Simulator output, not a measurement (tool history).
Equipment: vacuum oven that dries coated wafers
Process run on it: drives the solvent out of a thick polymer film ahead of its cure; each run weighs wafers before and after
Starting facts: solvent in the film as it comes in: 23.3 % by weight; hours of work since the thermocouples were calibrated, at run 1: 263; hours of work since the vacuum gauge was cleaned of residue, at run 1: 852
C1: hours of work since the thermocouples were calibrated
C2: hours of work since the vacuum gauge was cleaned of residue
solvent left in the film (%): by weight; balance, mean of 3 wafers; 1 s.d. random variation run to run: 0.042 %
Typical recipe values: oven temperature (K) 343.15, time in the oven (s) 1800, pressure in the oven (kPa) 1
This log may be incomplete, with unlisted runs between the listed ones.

run 1 hour=0 | oven_temperature_(K)=343.15 time_in_the_oven_(s)=1800 pressure_in_the_oven_(kPa)=1 | C1=263 C2=852 | solvent_left_in_the_film_(%)=2.13
run 2 hour=77.6 | oven_temperature_(K)=343.15 time_in_the_oven_(s)=1800 pressure_in_the_oven_(kPa)=1 | C1=309 C2=898 | solvent_left_in_the_film_(%)=2.13
run 3 hour=127.5 | oven_temperature_(K)=343.15 time_in_the_oven_(s)=1800 pressure_in_the_oven_(kPa)=1 | C1=339 C2=928 | solvent_left_in_the_film_(%)=2.1
run 4 hour=220 | oven_temperature_(K)=343.15 time_in_the_oven_(s)=1800 pressure_in_the_oven_(kPa)=1 | C1=395 C2=984 | solvent_left_in_the_film_(%)=2.17
run 5 hour=316.3 | oven_temperature_(K)=349.15 time_in_the_oven_(s)=1800 pressure_in_the_oven_(kPa)=1 | C1=452 C2=1041 | solvent_left_in_the_film_(%)=1.32
run 6 hour=361.4 | oven_temperature_(K)=349.15 time_in_the_oven_(s)=1800 pressure_in_the_oven_(kPa)=1 | C1=479 C2=1068 | solvent_left_in_the_film_(%)=1.34
run 7 hour=450.3 | oven_temperature_(K)=349.15 time_in_the_oven_(s)=1800 pressure_in_the_oven_(kPa)=1 | C1=533 C2=1122 | solvent_left_in_the_film_(%)=1.39
run 8 hour=492.6 | oven_temperature_(K)=349.15 time_in_the_oven_(s)=1800 pressure_in_the_oven_(kPa)=1 | C1=558 C2=1147 | solvent_left_in_the_film_(%)=1.36
run 9 hour=538.4 | oven_temperature_(K)=349.15 time_in_the_oven_(s)=1800 pressure_in_the_oven_(kPa)=1 | C1=585 C2=1174 | solvent_left_in_the_film_(%)=1.45
run 10 hour=606.5 | oven_temperature_(K)=349.15 time_in_the_oven_(s)=1800 pressure_in_the_oven_(kPa)=1 | C1=626 C2=1215 | solvent_left_in_the_film_(%)=1.36
run 11 hour=668.6 | oven_temperature_(K)=333.15 time_in_the_oven_(s)=1080 pressure_in_the_oven_(kPa)=1.16 | C1=663 C2=1252 | solvent_left_in_the_film_(%)=7.83

What does the tool deliver on the next run?
-- hour=724.2 oven's thermocouples calibrated
run 12 hour=766.6 | oven_temperature_(K)=333.15 time_in_the_oven_(s)=1080 pressure_in_the_oven_(kPa)=1.16 | C1=25 C2=1310 | solvent_left_in_the_film_(%)=?

solvent left in the film (%): 7.55
Take away the tool's hidden state, keep the run-to-run variation as it was, and the same run would have given solvent left in the film (%) 7.29.
